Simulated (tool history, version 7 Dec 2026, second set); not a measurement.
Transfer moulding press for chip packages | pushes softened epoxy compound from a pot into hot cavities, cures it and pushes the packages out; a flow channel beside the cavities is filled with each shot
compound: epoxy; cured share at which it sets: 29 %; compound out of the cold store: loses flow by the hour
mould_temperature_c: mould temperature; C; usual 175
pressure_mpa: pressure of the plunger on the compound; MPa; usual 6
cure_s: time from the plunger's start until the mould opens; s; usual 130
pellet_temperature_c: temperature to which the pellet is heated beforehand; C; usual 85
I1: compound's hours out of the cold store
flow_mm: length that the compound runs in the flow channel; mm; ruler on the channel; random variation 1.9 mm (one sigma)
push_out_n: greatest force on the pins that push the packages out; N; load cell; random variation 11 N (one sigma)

Run 1, hour 0: usual settings; I1 13.1. Result: flow_mm 534 mm, push_out_n 1101 N.
Run 2, hour 8.9: usual settings; I1 12.7. Result: flow_mm 532 mm, push_out_n 1176 N.
Run 3, hour 15.6: usual settings; I1 18.2. Result: flow_mm 522 mm, push_out_n 1119 N.
At hour 20.4: cavities cleaned with cleaning compound and waxed.
Run 4, hour 27.1: usual settings; I1 23.1. Result: flow_mm 518 mm, push_out_n 619 N.
Run 5, hour 40.6: usual settings; I1 14.4. Result: flow_mm 531 mm, push_out_n 730 N.
Run 6, hour 50.4: usual settings but mould_temperature_c 174 C; I1 36.1. Result: flow_mm 499 mm, push_out_n 893 N.
Run 7, hour 64.6: usual settings but mould_temperature_c 174 C; I1 21.1. Result: flow_mm 521 mm, push_out_n 949 N.
Run 8, hour 79.1: usual settings but mould_temperature_c 174 C; I1 25.2. Result: flow_mm 517 mm, push_out_n 1036 N.
Run 9, hour 85.7: usual settings but cure_s 160 s; I1 34.5. Result: flow_mm 498 mm, push_out_n 756 N.
Run 10, hour 95.6: usual settings but pellet_temperature_c 81 C; I1 32.1. Result: flow_mm 505 mm, push_out_n 1100 N.
Run 11, hour 104.5: usual settings but pellet_temperature_c 81 C; I1 34.2. Result: flow_mm 498 mm, push_out_n 1052 N.
Run 12, hour 112.5: usual settings but cure_s 118 s, pellet_temperature_c 81 C; I1 19.7. Result: flow_mm 523 mm, push_out_n 1384 N.
At hour 126: cavities cleaned with cleaning compound and waxed.
Run 13, hour 127.1: usual settings but cure_s 118 s, pellet_temperature_c 81 C; I1 14.3. Result: flow_mm 530 mm, push_out_n 692 N.
Run 14, hour 137.4: usual settings but cure_s 118 s, pellet_temperature_c 81 C; I1 31.7. Result: flow_mm 500 mm, push_out_n 771 N.
Run 15, hour 144: usual settings but pressure_mpa 6.86 MPa, pellet_temperature_c 81 C; I1 21.4. Result: flow_mm 550 mm, push_out_n 746 N.
Run 16, hour 150: usual settings but pressure_mpa 6.86 MPa, pellet_temperature_c 78 C; I1 25.5. Result: flow_mm 545 mm, push_out_n 804 N.
Run 17, hour 159.6: usual settings but mould_temperature_c 182 C, pressure_mpa 6.3 MPa, pellet_temperature_c 87 C; I1 36. Result: flow_mm 496 mm, push_out_n 646 N.
At hour 162.9: mould's thermocouples calibrated.
Run 18, hour 168: usual settings but mould_temperature_c 174 C, cure_s 150 s; I1 40.1. Result: flow_mm 491 mm, push_out_n 749 N.

Run 19 comes next. What will it give?
Run 19, hour 179.8: usual settings but mould_temperature_c 174 C, cure_s 150 s; I1 43.5. Result: flow_mm ?, push_out_n ?.

flow_mm: 486 mm
push_out_n: 830 N
Without the tool's hidden state the same run would have given flow_mm 496 mm, push_out_n 447 N.
